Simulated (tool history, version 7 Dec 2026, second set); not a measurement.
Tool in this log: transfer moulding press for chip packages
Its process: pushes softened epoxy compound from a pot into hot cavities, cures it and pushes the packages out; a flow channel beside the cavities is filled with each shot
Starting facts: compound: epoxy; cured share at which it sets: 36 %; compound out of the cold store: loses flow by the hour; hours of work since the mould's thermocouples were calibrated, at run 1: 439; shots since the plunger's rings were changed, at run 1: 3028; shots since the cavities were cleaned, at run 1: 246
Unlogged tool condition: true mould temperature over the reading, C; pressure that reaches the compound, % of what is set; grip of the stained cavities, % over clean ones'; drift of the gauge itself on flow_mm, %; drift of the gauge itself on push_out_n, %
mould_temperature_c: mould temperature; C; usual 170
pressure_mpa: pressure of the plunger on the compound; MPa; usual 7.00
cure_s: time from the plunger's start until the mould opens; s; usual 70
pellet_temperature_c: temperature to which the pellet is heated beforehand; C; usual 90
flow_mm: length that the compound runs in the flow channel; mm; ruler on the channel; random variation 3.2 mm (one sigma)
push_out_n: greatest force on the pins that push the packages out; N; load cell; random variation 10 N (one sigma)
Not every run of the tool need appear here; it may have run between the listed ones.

run   hour  mould_temperature_c  pressure_mpa  cure_s  pellet_temperature_c  hours of work since the mould's thermocouples were calibrated  shots since the plunger's rings were changed  shots since the cavities were cleaned  incoming compound's hours out of the cold store  flow_mm  push_out_n
  1    0.0                  170          7.00      70                    90                                                            439                                          3028                                    246                                             41.2      523         437
  2   18.5                  170          7.00      70                    90                                                            449                                          3274                                    492                                             24.4      562         452
  3   33.5                  170          7.00      70                    90                                                            457                                          3475                                    693                                              8.3      591         481
  4   50.4                  170          7.00      70                    90                                                            465                                          3699                                    917                                             17.2      582         472
      59.2  -- cavities cleaned with cleaning compound and waxed
  5   66.6                  170          7.00      70                    90                                                            473                                          3895                                     99                                             29.8      549         450
  6   84.9                  170          7.00      70                    90                                                            482                                          4138                                    342                                             42.5      517         426
     100.6  -- plunger's sealing rings changed
  7  116.2                  170          7.00      70                    90                                                            497                                           208                                    726                                             29.4      549         460
     139.5  -- cavities cleaned with cleaning compound and waxed
  8  145.8                  170          7.00      70                    90                                                            511                                           582                                     84                                             44.6      518         425
  9  158.0                  170          7.00      70                    90                                                            518                                           745                                    247                                             45.6      518         419
 10  175.4                  170          7.00      70                    90                                                            527                                           976                                    478                                             40.2      527         429
 11  189.6                  170          7.00      70                    90                                                            534                                          1164                                    666                                             45.7      519         429
 12  205.4                  170          7.00      70                    90                                                            542                                          1375                                    877                                             26.3      561         442
     217.7  -- cavities cleaned with cleaning compound and waxed
 13  234.1                  170          7.00      70                    90                                                            556                                          1737                                    218                                             40.6      525         438
 14  260.0                  170          7.00     102                    90                                                            569                                          2082                                    563                                             37.9      530         272
 15  288.4                  166          8.71      79                    96                                                            584                                          2460                                    941                                             43.6      594         439
     297.3  -- cavities cleaned with cleaning compound and waxed
 16  316.2                  173          7.00     103                    90                                                            597                                          2811                                    253                                             21.3      565         263
 17  330.9                  177          7.00      70                    81                                                            605                                          3006                                    448                                             42.4      510         314
 18  356.1                  170          7.00      60                    89                                                            618                                          3342                                    784                                             32.8      540         680
     376.4  -- cavities cleaned with cleaning compound and waxed
 19  380.3                  170          5.25      75                    96                                                            629                                          3644                                     53                                             30.8      474         375
 20  403.1                  170          7.00      52                    84                                                            641                                          3948                                    357                                             13.2      589        1032
 21  417.1                  170          6.64      70                    90                                                            648                                          4134                                    543                                             26.5      538         447
     433.2  -- plunger's sealing rings changed
 22  445.3                  170          7.00      70                    90                                                            662                                           162                                    885                                             43.2      523         415
     458.7  -- cavities cleaned with cleaning compound and waxed
 23  469.4                  170          7.00     108                    84                                                            673                                           463                                    143                                             35.3      537         273
 24  494.7                  165          5.56      79                    84                                                            686                                           799                                    479                                             14.3      536         521
     521.2  -- mould's thermocouples calibrated
 25  522.6                  176          7.00      85                    90                                                              1                                          1144                                    824                                             14.4      577         273
 26  536.6                  176          7.00      85                    90                                                              8                                          1330                                   1010                                             21.8      561         275
     540.0  -- cavities cleaned with cleaning compound and waxed
 27  553.3                  172          7.00      72                    88                                                             16                                          1533                                    177                                             16.7      584         378
 28  569.7                  172          7.00      72                    86                                                             24                                          1751                                    395                                             17.6      578         396

4 ways to go on from here, each from the tool as it stands after run 28. What would each give?
  A  593.4                  170          5.45      70                    90                                                             36                                          2067                                    711                                             14.7        ?           ?
  B  593.4                  167          5.84      72                    84                                                             36                                          2067                                    711                                             25.8        ?           ?
  C  593.4                  172          7.00      72                    96                                                             36                                          2067                                    711                                             40.2        ?           ?
  D  593.4                  175          7.00      70                    92                                                             36                                          2067                                    711                                             12.7        ?           ?

run  flow_mm  push_out_n
  A      519         457
  B      514         540
  C      524         363
  D      587         346
With the hidden condition removed and each run's random variation left untouched, the same runs would have given:
run  flow_mm  push_out_n
  A      519         454
  B      515         536
  C      524         361
  D      587         343
